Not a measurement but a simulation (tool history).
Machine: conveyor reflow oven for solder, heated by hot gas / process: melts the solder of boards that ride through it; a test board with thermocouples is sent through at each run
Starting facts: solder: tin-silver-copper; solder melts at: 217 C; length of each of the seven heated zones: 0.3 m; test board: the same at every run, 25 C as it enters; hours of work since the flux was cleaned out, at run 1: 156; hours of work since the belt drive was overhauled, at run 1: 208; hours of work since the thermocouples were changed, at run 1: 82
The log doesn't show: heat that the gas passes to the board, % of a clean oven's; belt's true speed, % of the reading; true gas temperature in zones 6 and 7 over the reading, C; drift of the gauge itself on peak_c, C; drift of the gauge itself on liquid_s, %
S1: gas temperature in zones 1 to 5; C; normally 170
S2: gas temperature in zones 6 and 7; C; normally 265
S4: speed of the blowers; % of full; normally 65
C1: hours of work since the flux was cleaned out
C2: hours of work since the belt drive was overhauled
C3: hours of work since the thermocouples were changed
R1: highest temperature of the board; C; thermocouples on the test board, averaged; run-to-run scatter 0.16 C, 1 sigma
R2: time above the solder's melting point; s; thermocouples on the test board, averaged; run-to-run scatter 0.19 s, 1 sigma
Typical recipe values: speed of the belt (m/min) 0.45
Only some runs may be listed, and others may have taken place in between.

run 1 hour=0 | S1=170 S2=265 speed_of_the_belt_(m/min)=0.45 S4=65 | C1=156 C2=208 C3=82 | R1=243 R2=49
run 2 hour=17.8 | S1=170 S2=263 speed_of_the_belt_(m/min)=0.45 S4=65 | C1=163 C2=216 C3=90 | R1=241.3 R2=46.9
run 3 hour=35.5 | S1=170 S2=263 speed_of_the_belt_(m/min)=0.45 S4=65 | C1=171 C2=223 C3=98 | R1=241 R2=46.7
run 4 hour=50.2 | S1=170 S2=263 speed_of_the_belt_(m/min)=0.45 S4=65 | C1=177 C2=230 C3=104 | R1=241 R2=46.5
run 5 hour=60.5 | S1=170 S2=263 speed_of_the_belt_(m/min)=0.45 S4=65 | C1=182 C2=234 C3=108 | R1=240.7 R2=46.4
run 6 hour=72.7 | S1=170 S2=265 speed_of_the_belt_(m/min)=0.494 S4=65 | C1=187 C2=239 C3=114 | R1=238.9 R2=39.1
run 7 hour=83.4 | S1=170 S2=265 speed_of_the_belt_(m/min)=0.494 S4=61 | C1=192 C2=244 C3=118 | R1=237.9 R2=36.9
run 8 hour=93.4 | S1=170 S2=265 speed_of_the_belt_(m/min)=0.494 S4=61 | C1=196 C2=248 C3=123 | R1=237.3 R2=36.7
run 9 hour=107.2 | S1=170 S2=277 speed_of_the_belt_(m/min)=0.418 S4=61 | C1=202 C2=254 C3=129 | R1=254 R2=63.5
run 10 hour=127.5 | S1=175 S2=278 speed_of_the_belt_(m/min)=0.4 S4=71 | C1=211 C2=263 C3=137 | R1=260.4 R2=74.1
run 11 hour=143 | S1=170 S2=279 speed_of_the_belt_(m/min)=0.45 S4=64 | C1=217 C2=270 C3=144 | R1=253.6 R2=58.1
-- hour=148.8 belt drive overhauled, speed set with a stopwatch
run 12 hour=161.7 | S1=179 S2=274 speed_of_the_belt_(m/min)=0.485 S4=65 | C1=224 C2=6 C3=150 | R1=248.9 R2=52.6
run 13 hour=174.1 | S1=170 S2=254 speed_of_the_belt_(m/min)=0.45 S4=66 | C1=229 C2=11 C3=156 | R1=233.1 R2=37.1
run 14 hour=187.4 | S1=170 S2=275 speed_of_the_belt_(m/min)=0.417 S4=66 | C1=235 C2=17 C3=161 | R1=253.7 R2=63.4
run 15 hour=203.8 | S1=170 S2=275 speed_of_the_belt_(m/min)=0.417 S4=66 | C1=242 C2=24 C3=168 | R1=253.7 R2=63.3
run 16 hour=218.9 | S1=170 S2=275 speed_of_the_belt_(m/min)=0.417 S4=66 | C1=248 C2=30 C3=175 | R1=253.7 R2=63.2

Below are 3 alternative next runs, each starting from the tool's condition after run 16. Predict each:
-- hour=230.8 belt drive overhauled, speed set with a stopwatch, once more
run A hour=231.8 | S1=170 S2=275 speed_of_the_belt_(m/min)=0.417 S4=69 | C1=252 C2=0 C3=179 | R1=? R2=?
-- hour=230.8 belt drive overhauled, speed set with a stopwatch, once more
run B hour=231.8 | S1=170 S2=265 speed_of_the_belt_(m/min)=0.45 S4=54 | C1=252 C2=0 C3=179 | R1=? R2=?
-- hour=230.8 belt drive overhauled, speed set with a stopwatch, once more
run C hour=231.8 | S1=170 S2=275 speed_of_the_belt_(m/min)=0.401 S4=63 | C1=252 C2=0 C3=179 | R1=? R2=?

run=A R1=254.4 R2=64.1
run=B R1=237.8 R2=41.2
run=C R1=253.9 R2=66.7
Stripped of hidden state, with their random variation kept, the same runs would have yielded:
run=A R1=258.3 R2=67.5
run=B R1=241.3 R2=46.1
run=C R1=257.5 R2=70.1
